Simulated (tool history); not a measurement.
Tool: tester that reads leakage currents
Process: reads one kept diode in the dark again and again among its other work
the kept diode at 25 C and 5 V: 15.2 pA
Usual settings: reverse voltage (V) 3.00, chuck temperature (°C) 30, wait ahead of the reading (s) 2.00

run,hour,reverse voltage (V),chuck temperature (°C),wait ahead of the reading (s),current that the tester gives (pA)
1,0.0,3.00,30,2.00,18.24
2,55.8,3.00,30,2.00,18.10
3,185.4,3.00,30,2.00,18.25
4,284.0,3.00,30,2.00,18.01
5,368.4,3.00,30,2.00,18.13
6,482.2,3.00,30,2.00,18.22
7,601.3,1.52,30,2.00,12.06
8,692.1,3.00,30,2.00,18.21
9,813.7,3.00,34,2.00,25.95
10,901.6,3.00,34,2.00,26.00
11,999.9,3.00,30,2.00,18.22
12,1076.4,1.23,30,2.00,10.55
13,1196.2,1.23,30,2.00,10.68
14,1315.5,18.55,30,2.00,54.67
15,1385.2,18.55,28,0.84,47.43
16,1491.1,4.20,30,2.00,22.31
17,1562.3,7.00,22,2.37,14.49
18,1692.7,7.00,22,2.37,14.58
19,1825.4,3.15,32,2.37,22.40
20,1912.4,1.14,23,2.37,5.30
21,2031.4,2.20,44,5.22,51.30
22,2145.9,3.00,27,1.28,14.07
23,2233.1,2.88,38,0.33,37.33
24,2291.3,2.71,31,2.00,18.81

Run 25 comes next. What will it give?
25,2395.4,11.83,30,0.42,?

current that the tester gives (pA): 45.25
Without the tool's hidden state the same run would have given current that the tester gives (pA) 45.23.

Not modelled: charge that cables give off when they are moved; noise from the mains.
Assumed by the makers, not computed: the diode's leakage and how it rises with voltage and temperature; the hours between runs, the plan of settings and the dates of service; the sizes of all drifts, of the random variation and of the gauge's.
